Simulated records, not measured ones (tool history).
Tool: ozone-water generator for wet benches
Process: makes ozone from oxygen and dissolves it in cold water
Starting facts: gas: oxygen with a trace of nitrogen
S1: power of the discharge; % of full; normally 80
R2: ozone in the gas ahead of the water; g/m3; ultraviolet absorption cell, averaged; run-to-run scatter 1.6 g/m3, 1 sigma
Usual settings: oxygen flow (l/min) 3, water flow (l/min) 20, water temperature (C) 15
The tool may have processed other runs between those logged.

{"run": 1, "hour": 0.0, "S1": 80, "oxygen flow (l/min)": 3, "water flow (l/min)": 20, "water temperature (C)": 15, "dissolved ozone (ppm)": 24.8, "R2": 295}
{"run": 2, "hour": 27.0, "S1": 80, "oxygen flow (l/min)": 3, "water flow (l/min)": 20, "water temperature (C)": 11, "dissolved ozone (ppm)": 25.3, "R2": 296.4}
{"run": 3, "hour": 50.3, "S1": 80, "oxygen flow (l/min)": 3, "water flow (l/min)": 20, "water temperature (C)": 15, "dissolved ozone (ppm)": 24.7, "R2": 294.5}
{"run": 4, "hour": 75.7, "S1": 80, "oxygen flow (l/min)": 3, "water flow (l/min)": 20, "water temperature (C)": 13, "dissolved ozone (ppm)": 25.2, "R2": 293.9}
{"run": 5, "hour": 104.3, "S1": 80, "oxygen flow (l/min)": 3, "water flow (l/min)": 20, "water temperature (C)": 13, "dissolved ozone (ppm)": 25.3, "R2": 294.9}
{"run": 6, "hour": 136.9, "S1": 80, "oxygen flow (l/min)": 3, "water flow (l/min)": 20, "water temperature (C)": 13, "dissolved ozone (ppm)": 25, "R2": 292.2}
{"run": 7, "hour": 159.9, "S1": 80, "oxygen flow (l/min)": 3, "water flow (l/min)": 20, "water temperature (C)": 13, "dissolved ozone (ppm)": 24.8, "R2": 293.6}
{"run": 8, "hour": 178.3, "S1": 80, "oxygen flow (l/min)": 3, "water flow (l/min)": 20, "water temperature (C)": 13, "dissolved ozone (ppm)": 25, "R2": 294}
{"run": 9, "hour": 197.4, "S1": 80, "oxygen flow (l/min)": 3, "water flow (l/min)": 20, "water temperature (C)": 13, "dissolved ozone (ppm)": 25.1, "R2": 292.7}
{"run": 10, "hour": 224.8, "S1": 80, "oxygen flow (l/min)": 1.59, "water flow (l/min)": 20, "water temperature (C)": 15, "dissolved ozone (ppm)": 22.2, "R2": 429}
{"hour": 233.0, "done": "contactor cleaned"}
{"run": 11, "hour": 258.0, "S1": 80, "oxygen flow (l/min)": 1.59, "water flow (l/min)": 20, "water temperature (C)": 15, "dissolved ozone (ppm)": 21.9, "R2": 427}
{"run": 12, "hour": 285.3, "S1": 80, "oxygen flow (l/min)": 5.26, "water flow (l/min)": 20, "water temperature (C)": 15, "dissolved ozone (ppm)": 24.8, "R2": 206.2}
{"run": 13, "hour": 312.1, "S1": 80, "oxygen flow (l/min)": 5.26, "water flow (l/min)": 20, "water temperature (C)": 15, "dissolved ozone (ppm)": 24.8, "R2": 206.8}
{"run": 14, "hour": 339.7, "S1": 80, "oxygen flow (l/min)": 3, "water flow (l/min)": 30, "water temperature (C)": 15, "dissolved ozone (ppm)": 16.5, "R2": 291}
{"hour": 356.1, "done": "contactor cleaned, once more"}
{"run": 15, "hour": 386.3, "S1": 50, "oxygen flow (l/min)": 3, "water flow (l/min)": 20, "water temperature (C)": 15, "dissolved ozone (ppm)": 19.4, "R2": 231.2}
{"run": 16, "hour": 407.2, "S1": 80, "oxygen flow (l/min)": 3, "water flow (l/min)": 20, "water temperature (C)": 14, "dissolved ozone (ppm)": 24.5, "R2": 290}
{"run": 17, "hour": 448.0, "S1": 80, "oxygen flow (l/min)": 3, "water flow (l/min)": 20, "water temperature (C)": 14, "dissolved ozone (ppm)": 24.9, "R2": 289.7}
{"run": 18, "hour": 475.6, "S1": 80, "oxygen flow (l/min)": 2.76, "water flow (l/min)": 28, "water temperature (C)": 19, "dissolved ozone (ppm)": 16.8, "R2": 308.6}
{"run": 19, "hour": 495.9, "S1": 80, "oxygen flow (l/min)": 5.23, "water flow (l/min)": 18, "water temperature (C)": 9, "dissolved ozone (ppm)": 29.2, "R2": 208.4}
{"run": 20, "hour": 525.3, "S1": 80, "oxygen flow (l/min)": 2.15, "water flow (l/min)": 18, "water temperature (C)": 9, "dissolved ozone (ppm)": 27, "R2": 357.6}
{"run": 21, "hour": 570.3, "S1": 80, "oxygen flow (l/min)": 2.15, "water flow (l/min)": 13, "water temperature (C)": 9, "dissolved ozone (ppm)": 35.9, "R2": 354.6}
{"run": 22, "hour": 611.7, "S1": 56, "oxygen flow (l/min)": 2.15, "water flow (l/min)": 13, "water temperature (C)": 9, "dissolved ozone (ppm)": 30.2, "R2": 294.4}
{"run": 23, "hour": 654.3, "S1": 56, "oxygen flow (l/min)": 2.35, "water flow (l/min)": 28, "water temperature (C)": 9, "dissolved ozone (ppm)": 14.9, "R2": 281.4}
{"run": 24, "hour": 682.5, "S1": 54, "oxygen flow (l/min)": 3, "water flow (l/min)": 20, "water temperature (C)": 14, "dissolved ozone (ppm)": 20.3, "R2": 238.8}
{"run": 25, "hour": 725.6, "S1": 54, "oxygen flow (l/min)": 3, "water flow (l/min)": 20, "water temperature (C)": 14, "dissolved ozone (ppm)": 20.1, "R2": 239.8}
{"run": 26, "hour": 754.4, "S1": 80, "oxygen flow (l/min)": 2.84, "water flow (l/min)": 20, "water temperature (C)": 8, "dissolved ozone (ppm)": 25.8, "R2": 297.2}
{"run": 27, "hour": 781.4, "S1": 80, "oxygen flow (l/min)": 4.57, "water flow (l/min)": 18, "water temperature (C)": 8, "dissolved ozone (ppm)": 29, "R2": 222.3}
{"run": 28, "hour": 816.1, "S1": 80, "oxygen flow (l/min)": 4.57, "water flow (l/min)": 18, "water temperature (C)": 8, "dissolved ozone (ppm)": 29.3, "R2": 223.2}
{"run": 29, "hour": 858.3, "S1": 74, "oxygen flow (l/min)": 5.33, "water flow (l/min)": 18, "water temperature (C)": 8, "dissolved ozone (ppm)": 27.9, "R2": 195.6}

What does the tool deliver on the next run?
{"run": 30, "hour": 878.7, "S1": 74, "oxygen flow (l/min)": 5.33, "water flow (l/min)": 18, "water temperature (C)": 8, "dissolved ozone (ppm)": "?", "R2": "?"}

For run 30 the tool returned dissolved ozone (ppm) 28.3, R2 194.9 g/m3.
With the hidden condition absent and the run-to-run variation left alone, this run would have shown dissolved ozone (ppm) 29.7, R2 202.7 g/m3.
